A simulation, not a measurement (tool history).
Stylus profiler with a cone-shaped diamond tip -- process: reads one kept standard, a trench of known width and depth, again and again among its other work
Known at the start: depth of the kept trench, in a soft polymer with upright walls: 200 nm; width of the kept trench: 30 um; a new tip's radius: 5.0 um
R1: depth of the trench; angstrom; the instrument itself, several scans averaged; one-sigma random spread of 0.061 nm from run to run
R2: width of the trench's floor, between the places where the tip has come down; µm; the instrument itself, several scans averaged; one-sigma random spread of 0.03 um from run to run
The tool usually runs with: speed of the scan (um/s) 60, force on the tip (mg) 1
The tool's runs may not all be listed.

Run 1, hour 0: usual settings. Result: R1 2007.8 angstrom, R2 25.01 µm.
Run 2, hour 52.1: usual settings. Result: R1 2007.5 angstrom, R2 24.95 µm.
Run 3, hour 122.3: usual settings but force on the tip (mg) 1.27. Result: R1 2009.1 angstrom, R2 24.92 µm.
Run 4, hour 202.8: usual settings but force on the tip (mg) 1.27. Result: R1 2010.2 angstrom, R2 24.85 µm.
Run 5, hour 254.6: usual settings. Result: R1 2006.9 angstrom, R2 24.76 µm.
At hour 273.4: height scale calibrated on a step standard.
At hour 282.5: new tip fitted, height scale calibrated.
Run 6, hour 317.4: usual settings. Result: R1 2012 angstrom, R2 26.74 µm.
Run 7, hour 399.5: usual settings. Result: R1 2012.1 angstrom, R2 26.63 µm.
Run 8, hour 441.2: usual settings. Result: R1 2012.1 angstrom, R2 26.55 µm.
Run 9, hour 513.4: usual settings but speed of the scan (um/s) 71. Result: R1 2011.8 angstrom, R2 26.42 µm.
Run 10, hour 556.2: usual settings but speed of the scan (um/s) 71. Result: R1 2010.1 angstrom, R2 26.35 µm.

Predict the results of run 11:
Run 11, hour 625.5: usual settings but speed of the scan (um/s) 19, force on the tip (mg) 1.25. Result: R1 ?, R2 ?.

R1: 2013.1 angstrom
R2: 26.68 µm
On a tool with no hidden condition, and with the same random variation, this run would have come out at R1 2015 angstrom, R2 27.09 µm.
